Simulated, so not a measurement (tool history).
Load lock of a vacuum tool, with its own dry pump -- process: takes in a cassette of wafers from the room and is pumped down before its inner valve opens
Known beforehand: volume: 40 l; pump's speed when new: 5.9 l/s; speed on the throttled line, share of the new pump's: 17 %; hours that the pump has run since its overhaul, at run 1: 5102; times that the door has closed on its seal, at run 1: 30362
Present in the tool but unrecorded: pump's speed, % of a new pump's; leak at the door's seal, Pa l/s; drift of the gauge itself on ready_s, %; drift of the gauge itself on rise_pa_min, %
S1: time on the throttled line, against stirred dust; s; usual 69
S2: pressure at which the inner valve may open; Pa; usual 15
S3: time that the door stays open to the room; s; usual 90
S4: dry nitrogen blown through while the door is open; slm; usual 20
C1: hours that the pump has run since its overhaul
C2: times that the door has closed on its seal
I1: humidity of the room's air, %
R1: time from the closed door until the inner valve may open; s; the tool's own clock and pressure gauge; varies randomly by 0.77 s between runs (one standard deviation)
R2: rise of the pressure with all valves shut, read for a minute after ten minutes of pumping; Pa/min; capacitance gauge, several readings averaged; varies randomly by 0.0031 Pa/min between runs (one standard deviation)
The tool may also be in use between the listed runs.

{"run": 1, "day": 0.0, "S1": 69, "S2": 15, "S3": 90, "S4": 20, "C1": 5102, "C2": 30362, "I1": 43.6, "R1": 120.2, "R2": 0.215}
{"run": 2, "day": 7.438, "S1": 69, "S2": 15, "S3": 90, "S4": 20, "C1": 5281, "C2": 30698, "I1": 45.4, "R1": 120.5, "R2": 0.229}
{"run": 3, "day": 18.742, "S1": 69, "S2": 15, "S3": 90, "S4": 20, "C1": 5552, "C2": 31209, "I1": 45.8, "R1": 118.9, "R2": 0.229}
{"run": 4, "day": 25.729, "S1": 69, "S2": 15, "S3": 90, "S4": 20, "C1": 5720, "C2": 31525, "I1": 46.4, "R1": 119.3, "R2": 0.228}
{"run": 5, "day": 36.525, "S1": 69, "S2": 15, "S3": 90, "S4": 20, "C1": 5979, "C2": 32013, "I1": 45.5, "R1": 121.2, "R2": 0.231}
{"run": 6, "day": 43.546, "S1": 69, "S2": 15, "S3": 157, "S4": 20, "C1": 6147, "C2": 32330, "I1": 44.7, "R1": 120.7, "R2": 0.254}
{"run": 7, "day": 50.65, "S1": 69, "S2": 15, "S3": 157, "S4": 20, "C1": 6318, "C2": 32651, "I1": 42.8, "R1": 121.6, "R2": 0.256}
{"run": 8, "day": 62.483, "S1": 69, "S2": 15, "S3": 157, "S4": 20, "C1": 6602, "C2": 33185, "I1": 44.5, "R1": 120.8, "R2": 0.27}
{"run": 9, "day": 68.392, "S1": 69, "S2": 15, "S3": 157, "S4": 20, "C1": 6744, "C2": 33453, "I1": 41.2, "R1": 119.5, "R2": 0.26}
{"run": 10, "day": 73.579, "S1": 69, "S2": 15, "S3": 157, "S4": 20, "C1": 6868, "C2": 33687, "I1": 43.2, "R1": 119.5, "R2": 0.25}
{"run": 11, "day": 86.208, "S1": 69, "S2": 15, "S3": 157, "S4": 20, "C1": 7171, "C2": 34257, "I1": 48.1, "R1": 121.5, "R2": 0.274}
{"run": 12, "day": 96.45, "S1": 69, "S2": 15, "S3": 157, "S4": 20, "C1": 7417, "C2": 34720, "I1": 43.5, "R1": 121.7, "R2": 0.27}
{"run": 13, "day": 107.488, "S1": 69, "S2": 15, "S3": 90, "S4": 20, "C1": 7682, "C2": 35219, "I1": 48.3, "R1": 121.4, "R2": 0.261}
{"run": 14, "day": 113.858, "S1": 42, "S2": 15, "S3": 90, "S4": 20, "C1": 7835, "C2": 35507, "I1": 46.1, "R1": 100, "R2": 0.26}
{"run": 15, "day": 120.7, "S1": 42, "S2": 15, "S3": 90, "S4": 20, "C1": 7999, "C2": 35816, "I1": 45.7, "R1": 99.1, "R2": 0.262}
{"run": 16, "day": 126.533, "S1": 69, "S2": 15, "S3": 90, "S4": 20, "C1": 8139, "C2": 36079, "I1": 44, "R1": 120.4, "R2": 0.254}
{"run": 17, "day": 132.229, "S1": 69, "S2": 15, "S3": 90, "S4": 20, "C1": 8276, "C2": 36337, "I1": 44.1, "R1": 120.3, "R2": 0.267}
{"run": 18, "day": 141.392, "S1": 69, "S2": 15, "S3": 90, "S4": 20, "C1": 8496, "C2": 36751, "I1": 45.7, "R1": 122.2, "R2": 0.272}
{"run": 19, "day": 152.229, "S1": 69, "S2": 15, "S3": 90, "S4": 20, "C1": 8756, "C2": 37240, "I1": 45.6, "R1": 121.8, "R2": 0.277}
{"run": 20, "day": 164.625, "S1": 63, "S2": 21, "S3": 44, "S4": 5, "C1": 9053, "C2": 37800, "I1": 42.2, "R1": 113.4, "R2": 0.277}
{"run": 21, "day": 175.892, "S1": 63, "S2": 21, "S3": 44, "S4": 5, "C1": 9323, "C2": 38309, "I1": 43.6, "R1": 114.8, "R2": 0.284}
{"run": 22, "day": 181.538, "S1": 109, "S2": 29, "S3": 142, "S4": 12, "C1": 9459, "C2": 38565, "I1": 44.4, "R1": 149.2, "R2": 0.311}
{"run": 23, "day": 190.288, "S1": 132, "S2": 15, "S3": 90, "S4": 20, "C1": 9669, "C2": 38960, "I1": 46.3, "R1": 172.2, "R2": 0.283}
{"run": 24, "day": 200.908, "S1": 69, "S2": 17, "S3": 212, "S4": 19, "C1": 9924, "C2": 39440, "I1": 48.4, "R1": 121.3, "R2": 0.334}
{"run": 25, "day": 210.096, "S1": 69, "S2": 17, "S3": 212, "S4": 19, "C1": 10144, "C2": 39855, "I1": 45.5, "R1": 122.7, "R2": 0.336}
{"run": 26, "day": 221.304, "S1": 82, "S2": 13, "S3": 165, "S4": 10, "C1": 10413, "C2": 40361, "I1": 47.1, "R1": 132.3, "R2": 0.341}
{"run": 27, "day": 227.525, "S1": 82, "S2": 13, "S3": 165, "S4": 10, "C1": 10563, "C2": 40642, "I1": 42.2, "R1": 135.8, "R2": 0.339}
{"run": 28, "day": 235.312, "S1": 69, "S2": 15, "S3": 45, "S4": 36, "C1": 10750, "C2": 40994, "I1": 44.6, "R1": 123.1, "R2": 0.273}
{"run": 29, "day": 240.65, "S1": 69, "S2": 15, "S3": 25, "S4": 36, "C1": 10878, "C2": 41235, "I1": 40, "R1": 122.2, "R2": 0.269}
{"run": 30, "day": 249.412, "S1": 61, "S2": 11, "S3": 174, "S4": 6, "C1": 11088, "C2": 41631, "I1": 44.3, "R1": 118.3, "R2": 0.362}
{"run": 31, "day": 259.412, "S1": 61, "S2": 11, "S3": 174, "S4": 6, "C1": 11328, "C2": 42083, "I1": 46.1, "R1": 118.6, "R2": 0.373}
{"run": 32, "day": 269.592, "S1": 61, "S2": 11, "S3": 174, "S4": 6, "C1": 11572, "C2": 42543, "I1": 48.4, "R1": 118.6, "R2": 0.38}
{"run": 33, "day": 279.546, "S1": 61, "S2": 29, "S3": 174, "S4": 5, "C1": 11811, "C2": 42993, "I1": 45.5, "R1": 111.8, "R2": 0.39}
{"run": 34, "day": 286.879, "S1": 128, "S2": 15, "S3": 196, "S4": 5, "C1": 11987, "C2": 43324, "I1": 45.1, "R1": 171.1, "R2": 0.393}
{"run": 35, "day": 299.392, "S1": 57, "S2": 14, "S3": 90, "S4": 20, "C1": 12287, "C2": 43889, "I1": 49.3, "R1": 114.3, "R2": 0.34}
{"run": 36, "day": 307.625, "S1": 57, "S2": 14, "S3": 130, "S4": 20, "C1": 12485, "C2": 44261, "I1": 48.3, "R1": 114.1, "R2": 0.354}

4 ways to go on from here, each from the tool as it stands after run 36. What would each give?
{"run": "A", "day": 318.804, "S1": 69, "S2": 15, "S3": 155, "S4": 21, "C1": 12753, "C2": 44766, "I1": 42.3, "R1": "?", "R2": "?"}
{"run": "B", "day": 318.804, "S1": 57, "S2": 13, "S3": 130, "S4": 5, "C1": 12753, "C2": 44766, "I1": 43, "R1": "?", "R2": "?"}
{"run": "C", "day": 318.804, "S1": 40, "S2": 15, "S3": 90, "S4": 14, "C1": 12753, "C2": 44766, "I1": 44.1, "R1": "?", "R2": "?"}
{"run": "D", "day": 318.804, "S1": 116, "S2": 23, "S3": 231, "S4": 20, "C1": 12753, "C2": 44766, "I1": 47.9, "R1": "?", "R2": "?"}

run=A R1=121.9 R2=0.359
run=B R1=115.4 R2=0.385
run=C R1=100.3 R2=0.349
run=D R1=158.9 R2=0.383
With the hidden condition removed and each run's random variation left untouched, the same runs would have given:
run=A R1=116 R2=0.082
run=B R1=109.1 R2=0.108
run=C R1=93.7 R2=0.073
run=D R1=154.3 R2=0.108
